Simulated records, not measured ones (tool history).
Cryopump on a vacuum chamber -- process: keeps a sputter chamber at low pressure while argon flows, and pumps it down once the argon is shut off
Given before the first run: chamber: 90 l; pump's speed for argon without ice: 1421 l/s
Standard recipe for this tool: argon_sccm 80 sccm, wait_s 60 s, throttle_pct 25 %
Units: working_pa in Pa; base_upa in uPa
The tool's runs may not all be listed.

run,day,argon_sccm,wait_s,throttle_pct,working_pa,base_upa
1,0,80,60,25,0.4032,3.83
2,0.596,80,60,25,0.4058,3.8
3,1.358,80,60,25,0.4071,3.87
4,1.792,72,60,25,0.3648,3.74
# day 2.492: pump warmed up, emptied and cooled again
5,2.862,72,60,25,0.3432,3.21
6,3.775,43,60,25,0.2062,3.34
7,4.304,50,21,50,0.1212,4.53
8,4.75,50,69,17,0.3538,3.2
9,5.162,50,69,17,0.3537,3.33
10,5.754,52,165,17,0.3685,2.92
11,6.442,80,60,16,0.5964,3.39

Below are 5 alternative next runs, each starting from the tool's condition after run 11. Predict each:
A,7.121,80,272,25,?,?
B,7.121,80,148,25,?,?
C,7.121,80,35,18,?,?
D,7.121,80,60,41,?,?
E,7.121,80,87,25,?,?

run,working_pa,base_upa
A,0.388,2.9
B,0.3845,3.08
C,0.5328,3.76
D,0.2377,3.43
E,0.3879,3.31
Without the tool's hidden state the same runs would have given:
run,working_pa,base_upa
A,0.3815,0.34
B,0.3781,0.49
C,0.5264,1.26
D,0.2312,0.85
E,0.3814,0.68

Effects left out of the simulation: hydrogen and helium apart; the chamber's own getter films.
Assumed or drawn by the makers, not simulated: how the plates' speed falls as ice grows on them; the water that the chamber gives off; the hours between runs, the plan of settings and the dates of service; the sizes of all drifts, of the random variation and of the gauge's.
